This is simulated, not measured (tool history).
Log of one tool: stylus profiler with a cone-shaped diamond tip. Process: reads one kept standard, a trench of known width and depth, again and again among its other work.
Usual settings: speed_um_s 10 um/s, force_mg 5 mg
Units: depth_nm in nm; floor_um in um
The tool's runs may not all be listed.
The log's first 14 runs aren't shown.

run     day  speed_um_s  force_mg  depth_nm  floor_um
 15  31.338          10      4.56    204.72      17.8
 16  32.796          10      2.57    203.52     17.79
 17  34.642          10      2.57    203.37     17.75
 18  35.788          10      2.57    203.35     17.71
 19  38.408          18      3.62    204.28     17.63
 20  39.988           2     12.29    209.08     17.74
 21  42.221           2     12.29    208.98     17.77
 22  43.708           6      3.61    204.29     17.67
 23  45.112           6      3.61    204.37     17.66
 24    47.4          15      3.67    204.51     17.61
 25  50.158          21     11.68    208.54     17.52
 26  52.667          30      3.12    204.22      17.4
 27  53.829           6      5.41     205.6     17.57
 28   56.45           7      2.36    203.44     17.47
 29   59.05          10      3.45    204.46     17.45
 30  60.192          10      3.45    204.55      17.4

5 ways to go on from here, each from the tool as it stands after run 30. What would each give?
  A  62.821          12     10.38         ?         ?
  B  62.821          28         5         ?         ?
  C  62.821           7      5.37         ?         ?
  D  62.821           9      4.25         ?         ?
  E  62.821          10      2.76         ?         ?

run  depth_nm  floor_um
  A    208.61     17.45
  B    205.72     17.35
  C    205.96     17.36
  D    204.87     17.42
  E    203.97     17.36
Without the tool's hidden state the same runs would have given:
run  depth_nm  floor_um
  A    207.69     18.27
  B     204.8     18.17
  C    205.05     18.17
  D    203.95     18.23
  E    203.06     18.17

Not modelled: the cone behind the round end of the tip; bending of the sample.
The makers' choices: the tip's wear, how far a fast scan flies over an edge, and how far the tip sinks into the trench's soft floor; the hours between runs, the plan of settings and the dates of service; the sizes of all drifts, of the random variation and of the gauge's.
